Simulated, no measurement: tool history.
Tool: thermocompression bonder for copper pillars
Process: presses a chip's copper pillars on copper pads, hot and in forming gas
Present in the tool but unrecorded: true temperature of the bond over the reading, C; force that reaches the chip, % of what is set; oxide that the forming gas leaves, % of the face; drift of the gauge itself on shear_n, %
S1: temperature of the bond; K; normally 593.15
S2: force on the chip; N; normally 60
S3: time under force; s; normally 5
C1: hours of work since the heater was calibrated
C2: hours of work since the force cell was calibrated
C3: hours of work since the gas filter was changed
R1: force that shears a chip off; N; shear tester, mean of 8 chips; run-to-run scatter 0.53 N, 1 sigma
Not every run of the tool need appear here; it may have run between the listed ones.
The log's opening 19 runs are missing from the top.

run 20 day=29.612 | S1=622.15 S2=60 S3=5 | C1=238 C2=1577 C3=84 | R1=54.6
run 21 day=31.146 | S1=570.15 S2=43 S3=5 | C1=264 C2=1603 C3=110 | R1=26.6
run 22 day=32.000 | S1=602.15 S2=43 S3=3 | C1=278 C2=1617 C3=124 | R1=30.4
run 23 day=32.908 | S1=602.15 S2=43 S3=14 | C1=293 C2=1632 C3=139 | R1=53.1
run 24 day=34.746 | S1=602.15 S2=43 S3=14 | C1=324 C2=1663 C3=170 | R1=53.1
run 25 day=36.488 | S1=602.15 S2=43 S3=14 | C1=353 C2=1692 C3=199 | R1=53.0
run 26 day=37.742 | S1=602.15 S2=53 S3=4 | C1=374 C2=1713 C3=220 | R1=40.1
run 27 day=39.138 | S1=581.15 S2=73 S3=9 | C1=397 C2=1736 C3=243 | R1=56.8
-- day=40.396 forming gas filter changed
run 28 day=40.429 | S1=581.15 S2=73 S3=9 | C1=418 C2=1757 C3=1 | R1=56.7
-- day=40.833 force cell calibrated
run 29 day=42.404 | S1=615.15 S2=60 S3=14 | C1=450 C2=26 C3=32 | R1=71.6
run 30 day=43.617 | S1=597.15 S2=85 S3=12 | C1=470 C2=46 C3=53 | R1=73.8
run 31 day=44.917 | S1=610.15 S2=60 S3=8 | C1=492 C2=68 C3=74 | R1=59.2
run 32 day=46.812 | S1=611.15 S2=54 S3=5 | C1=524 C2=100 C3=106 | R1=47.6
run 33 day=48.004 | S1=605.15 S2=79 S3=3 | C1=543 C2=120 C3=126 | R1=49.6
run 34 day=49.750 | S1=574.15 S2=85 S3=3 | C1=573 C2=149 C3=155 | R1=40.4
run 35 day=51.625 | S1=593.15 S2=60 S3=3 | C1=604 C2=180 C3=186 | R1=35.7
run 36 day=53.425 | S1=593.15 S2=60 S3=3 | C1=634 C2=210 C3=216 | R1=35.6
run 37 day=54.408 | S1=593.15 S2=60 S3=3 | C1=650 C2=227 C3=233 | R1=36.7
run 38 day=56.071 | S1=586.15 S2=60 S3=5 | C1=678 C2=254 C3=261 | R1=42.7
-- day=56.396 forming gas filter changed
run 39 day=57.017 | S1=586.15 S2=40 S3=5 | C1=694 C2=270 C3=10 | R1=30.3

Here are 3 independent what-if runs from the current tool condition. What would each one return?
run A day=58.475 | S1=570.15 S2=40 S3=5 | C1=718 C2=294 C3=35 | R1=?
run B day=58.475 | S1=593.15 S2=60 S3=6 | C1=718 C2=294 C3=35 | R1=?
run C day=58.475 | S1=586.15 S2=56 S3=7 | C1=718 C2=294 C3=35 | R1=?

run=A R1=25.2
run=B R1=47.0
run=C R1=45.0
Had the tool no hidden state, the same runs would have come out as:
run=A R1=25.2
run=B R1=47.0
run=C R1=45.0
